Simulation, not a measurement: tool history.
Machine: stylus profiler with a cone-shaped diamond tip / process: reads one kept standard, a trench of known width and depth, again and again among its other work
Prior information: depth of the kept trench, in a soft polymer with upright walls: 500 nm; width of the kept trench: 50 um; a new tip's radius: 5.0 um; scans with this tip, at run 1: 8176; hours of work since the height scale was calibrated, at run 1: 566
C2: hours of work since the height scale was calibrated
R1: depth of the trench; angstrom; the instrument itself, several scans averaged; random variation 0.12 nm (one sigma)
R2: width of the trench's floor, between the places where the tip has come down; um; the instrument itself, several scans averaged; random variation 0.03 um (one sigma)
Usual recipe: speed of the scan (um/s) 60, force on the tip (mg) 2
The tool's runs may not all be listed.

run 1 hour=0 | speed_of_the_scan_(um/s)=60 force_on_the_tip_(mg)=2 | scans_with_this_tip=8176 C2=566 | R1=5043.9 R2=44.55
run 2 hour=65.7 | speed_of_the_scan_(um/s)=60 force_on_the_tip_(mg)=2 | scans_with_this_tip=8673 C2=600 | R1=5042.8 R2=44.45
run 3 hour=101.6 | speed_of_the_scan_(um/s)=36 force_on_the_tip_(mg)=2 | scans_with_this_tip=8944 C2=619 | R1=5040.9 R2=44.61
run 4 hour=148.3 | speed_of_the_scan_(um/s)=36 force_on_the_tip_(mg)=1.65 | scans_with_this_tip=9297 C2=644 | R1=5037.8 R2=44.62
run 5 hour=179.7 | speed_of_the_scan_(um/s)=36 force_on_the_tip_(mg)=1.65 | scans_with_this_tip=9534 C2=660 | R1=5037.4 R2=44.59
run 6 hour=227.5 | speed_of_the_scan_(um/s)=60 force_on_the_tip_(mg)=2 | scans_with_this_tip=9896 C2=685 | R1=5043.1 R2=44.36
run 7 hour=260.1 | speed_of_the_scan_(um/s)=60 force_on_the_tip_(mg)=2 | scans_with_this_tip=10142 C2=702 | R1=5043.2 R2=44.36
run 8 hour=312.3 | speed_of_the_scan_(um/s)=60 force_on_the_tip_(mg)=0.93 | scans_with_this_tip=10537 C2=729 | R1=5028.3 R2=44.13
run 9 hour=380.7 | speed_of_the_scan_(um/s)=60 force_on_the_tip_(mg)=2 | scans_with_this_tip=11053 C2=765 | R1=5042 R2=44.2
run 10 hour=441.3 | speed_of_the_scan_(um/s)=60 force_on_the_tip_(mg)=2 | scans_with_this_tip=11512 C2=797 | R1=5043 R2=44.23
run 11 hour=471.9 | speed_of_the_scan_(um/s)=60 force_on_the_tip_(mg)=2 | scans_with_this_tip=11743 C2=813 | R1=5046.2 R2=44.18
run 12 hour=514.7 | speed_of_the_scan_(um/s)=60 force_on_the_tip_(mg)=2 | scans_with_this_tip=12066 C2=835 | R1=5044.9 R2=44.2
run 13 hour=560.7 | speed_of_the_scan_(um/s)=60 force_on_the_tip_(mg)=0.7 | scans_with_this_tip=12414 C2=859 | R1=5028.5 R2=43.88
run 14 hour=612.9 | speed_of_the_scan_(um/s)=60 force_on_the_tip_(mg)=0.7 | scans_with_this_tip=12809 C2=887 | R1=5028.6 R2=43.86
run 15 hour=658.7 | speed_of_the_scan_(um/s)=60 force_on_the_tip_(mg)=0.7 | scans_with_this_tip=13155 C2=911 | R1=5028.2 R2=43.83
run 16 hour=687.3 | speed_of_the_scan_(um/s)=60 force_on_the_tip_(mg)=2 | scans_with_this_tip=13371 C2=926 | R1=5046.2 R2=44.07
run 17 hour=742.7 | speed_of_the_scan_(um/s)=60 force_on_the_tip_(mg)=3.36 | scans_with_this_tip=13790 C2=955 | R1=5060 R2=44.1
run 18 hour=801 | speed_of_the_scan_(um/s)=60 force_on_the_tip_(mg)=2 | scans_with_this_tip=14230 C2=985 | R1=5046.5 R2=44.03
run 19 hour=859.7 | speed_of_the_scan_(um/s)=60 force_on_the_tip_(mg)=2 | scans_with_this_tip=14674 C2=1016 | R1=5047.6 R2=43.98
run 20 hour=927.2 | speed_of_the_scan_(um/s)=60 force_on_the_tip_(mg)=2 | scans_with_this_tip=15184 C2=1051 | R1=5047.4 R2=43.92
-- hour=946.8 height scale calibrated on a step standard
run 21 hour=970.9 | speed_of_the_scan_(um/s)=60 force_on_the_tip_(mg)=2 | scans_with_this_tip=15511 C2=13 | R1=5054.9 R2=43.93
run 22 hour=1021.6 | speed_of_the_scan_(um/s)=60 force_on_the_tip_(mg)=2 | scans_with_this_tip=15894 C2=39 | R1=5054.8 R2=43.83
run 23 hour=1071 | speed_of_the_scan_(um/s)=60 force_on_the_tip_(mg)=2 | scans_with_this_tip=16268 C2=65 | R1=5056 R2=43.87
run 24 hour=1118.3 | speed_of_the_scan_(um/s)=18 force_on_the_tip_(mg)=1.19 | scans_with_this_tip=16625 C2=90 | R1=5045.3 R2=44.02
run 25 hour=1173.1 | speed_of_the_scan_(um/s)=17 force_on_the_tip_(mg)=1.34 | scans_with_this_tip=17040 C2=118 | R1=5049.2 R2=44.05
run 26 hour=1235.2 | speed_of_the_scan_(um/s)=16 force_on_the_tip_(mg)=1.12 | scans_with_this_tip=17509 C2=151 | R1=5046.9 R2=43.95
-- hour=1259.3 height scale calibrated on a step standard, once more
run 27 hour=1304.2 | speed_of_the_scan_(um/s)=16 force_on_the_tip_(mg)=1.12 | scans_with_this_tip=18026 C2=24 | R1=5024.4 R2=43.92
run 28 hour=1343.3 | speed_of_the_scan_(um/s)=16 force_on_the_tip_(mg)=1.12 | scans_with_this_tip=18322 C2=44 | R1=5024.6 R2=43.88
run 29 hour=1386.1 | speed_of_the_scan_(um/s)=54 force_on_the_tip_(mg)=5.54 | scans_with_this_tip=18646 C2=66 | R1=5070.3 R2=43.75
run 30 hour=1420.1 | speed_of_the_scan_(um/s)=54 force_on_the_tip_(mg)=5.54 | scans_with_this_tip=18902 C2=84 | R1=5070.2 R2=43.77
run 31 hour=1488.4 | speed_of_the_scan_(um/s)=201 force_on_the_tip_(mg)=1.65 | scans_with_this_tip=19419 C2=120 | R1=5034.3 R2=42.59
run 32 hour=1519.3 | speed_of_the_scan_(um/s)=223 force_on_the_tip_(mg)=2.99 | scans_with_this_tip=19652 C2=136 | R1=5047.8 R2=42.81
run 33 hour=1580.5 | speed_of_the_scan_(um/s)=168 force_on_the_tip_(mg)=3.97 | scans_with_this_tip=20115 C2=168 | R1=5058.8 R2=43.11
run 34 hour=1642.9 | speed_of_the_scan_(um/s)=168 force_on_the_tip_(mg)=3.97 | scans_with_this_tip=20587 C2=201 | R1=5058.1 R2=43.15
run 35 hour=1690.4 | speed_of_the_scan_(um/s)=57 force_on_the_tip_(mg)=1.56 | scans_with_this_tip=20946 C2=226 | R1=5033.2 R2=43.42
run 36 hour=1729.8 | speed_of_the_scan_(um/s)=57 force_on_the_tip_(mg)=1.56 | scans_with_this_tip=21244 C2=246 | R1=5032.3 R2=43.38
run 37 hour=1760.9 | speed_of_the_scan_(um/s)=30 force_on_the_tip_(mg)=1.52 | scans_with_this_tip=21479 C2=262 | R1=5031.9 R2=43.59
run 38 hour=1801 | speed_of_the_scan_(um/s)=21 force_on_the_tip_(mg)=2.18 | scans_with_this_tip=21782 C2=283 | R1=5041.3 R2=43.65
run 39 hour=1836.9 | speed_of_the_scan_(um/s)=19 force_on_the_tip_(mg)=3.24 | scans_with_this_tip=22053 C2=302 | R1=5051.2 R2=43.66
run 40 hour=1893 | speed_of_the_scan_(um/s)=53 force_on_the_tip_(mg)=5.95 | scans_with_this_tip=22477 C2=332 | R1=5078.1 R2=43.47
run 41 hour=1955.2 | speed_of_the_scan_(um/s)=53 force_on_the_tip_(mg)=5.95 | scans_with_this_tip=22947 C2=364 | R1=5074.1 R2=43.46
run 42 hour=2006.2 | speed_of_the_scan_(um/s)=113 force_on_the_tip_(mg)=2.73 | scans_with_this_tip=23333 C2=391 | R1=5046.9 R2=43.02
run 43 hour=2052.2 | speed_of_the_scan_(um/s)=146 force_on_the_tip_(mg)=2.95 | scans_with_this_tip=23680 C2=415 | R1=5051.7 R2=42.85
run 44 hour=2120 | speed_of_the_scan_(um/s)=146 force_on_the_tip_(mg)=2.95 | scans_with_this_tip=24193 C2=450 | R1=5053.3 R2=42.82
run 45 hour=2181.5 | speed_of_the_scan_(um/s)=51 force_on_the_tip_(mg)=0.72 | scans_with_this_tip=24658 C2=483 | R1=5026.4 R2=43.01

Here are 5 independent what-if runs from the current tool condition. What would each one return?
run A hour=2240.6 | speed_of_the_scan_(um/s)=29 force_on_the_tip_(mg)=5.55 | scans_with_this_tip=25104 C2=513 | R1=? R2=?
run B hour=2240.6 | speed_of_the_scan_(um/s)=100 force_on_the_tip_(mg)=0.95 | scans_with_this_tip=25104 C2=513 | R1=? R2=?
run C hour=2240.6 | speed_of_the_scan_(um/s)=55 force_on_the_tip_(mg)=2.86 | scans_with_this_tip=25104 C2=513 | R1=? R2=?
run D hour=2240.6 | speed_of_the_scan_(um/s)=92 force_on_the_tip_(mg)=0.72 | scans_with_this_tip=25104 C2=513 | R1=? R2=?
run E hour=2240.6 | speed_of_the_scan_(um/s)=98 force_on_the_tip_(mg)=2.51 | scans_with_this_tip=25104 C2=513 | R1=? R2=?

run=A R1=5075.6 R2=43.4
run=B R1=5027.2 R2=42.59
run=C R1=5051.6 R2=43.21
run=D R1=5027.2 R2=42.56
run=E R1=5050.1 R2=42.98
Without the tool's unlogged condition, the same runs would have read:
run=A R1=5067.1 R2=45.54
run=B R1=5018.8 R2=44.73
run=C R1=5043.1 R2=45.35
run=D R1=5018.7 R2=44.7
run=E R1=5041.6 R2=45.12
